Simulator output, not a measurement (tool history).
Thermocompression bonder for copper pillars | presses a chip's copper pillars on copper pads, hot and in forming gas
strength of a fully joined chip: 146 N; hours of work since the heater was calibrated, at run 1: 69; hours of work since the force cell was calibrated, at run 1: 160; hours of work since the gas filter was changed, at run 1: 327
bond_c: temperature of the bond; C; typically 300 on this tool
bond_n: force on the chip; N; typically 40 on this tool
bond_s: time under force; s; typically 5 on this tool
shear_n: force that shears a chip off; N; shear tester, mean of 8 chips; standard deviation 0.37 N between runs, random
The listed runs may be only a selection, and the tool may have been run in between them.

| run | day | bond_c | bond_n | bond_s | hours of work since the heater was calibrated | hours of work since the force cell was calibrated | hours of work since the gas filter was changed | shear_n |
|---|---|---|---|---|---|---|---|---|
| 1 | 0.000 | 300 | 40 | 5 | 69 | 160 | 327 | 83.8 |
| 2 | 0.288 | 300 | 40 | 5 | 73 | 164 | 331 | 83.1 |
| 3 | 0.488 | 300 | 31 | 5 | 75 | 167 | 333 | 66.1 |
| 4 | 0.804 | 300 | 31 | 5 | 79 | 171 | 337 | 66.4 |
| 5 | 1.083 | 300 | 31 | 5 | 83 | 174 | 341 | 66.5 |
| 6 | 1.467 | 300 | 40 | 5 | 88 | 179 | 346 | 82.9 |
| 7 | 1.812 | 300 | 40 | 5 | 92 | 183 | 350 | 82.6 |
| 8 | 2.071 | 300 | 40 | 11 | 95 | 187 | 353 | 102.7 |
| 9 | 2.454 | 300 | 40 | 5 | 100 | 191 | 358 | 82.2 |
| 10 | 2.796 | 293 | 39 | 5 | 104 | 196 | 362 | 74.1 |
| 11 | 3.150 | 286 | 51 | 7 | 109 | 200 | 367 | 93.4 |
| 12 | 3.367 | 323 | 57 | 9 | 111 | 203 | 369 | 135.2 |
| 13 | 3.608 | 323 | 57 | 9 | 114 | 206 | 373 | 134.3 |
| 14 | 3.788 | 321 | 45 | 5 | 117 | 208 | 375 | 110.3 |
| 15 | 3.992 | 287 | 26 | 5 | 119 | 211 | 377 | 44.8 |
| 16 | 4.233 | 319 | 40 | 5 | 122 | 214 | 380 | 100.8 |
| 17 | 4.454 | 295 | 48 | 7 | 125 | 216 | 383 | 98.1 |
| 18 | 4.700 | 311 | 40 | 11 | 128 | 220 | 386 | 112.9 |

Difference, measured minus no-hidden-state, one row per run. Run-to-run variation is common to both terms; the gauge's own scatter need not be:
Unlogged tool condition in this case: true temperature of the bond over the reading, C; force that reaches the chip, % of what is set; oxide that the forming gas leaves, % of the face; drift of the gauge itself on shear_n, %.
| run | shear_n |
|---|---|
| 1 | -0.1 |
| 2 | -0.1 |
| 3 | -0.1 |
| 4 | -0.2 |
| 5 | -0.2 |
| 6 | -0.5 |
| 7 | -0.6 |
| 8 | -0.8 |
| 9 | -0.7 |
| 10 | -0.7 |
| 11 | -1.1 |
| 12 | -1.6 |
| 13 | -1.8 |
| 14 | -1.6 |
| 15 | -0.6 |
| 16 | -1.5 |
| 17 | -1.5 |
| 18 | -1.9 |
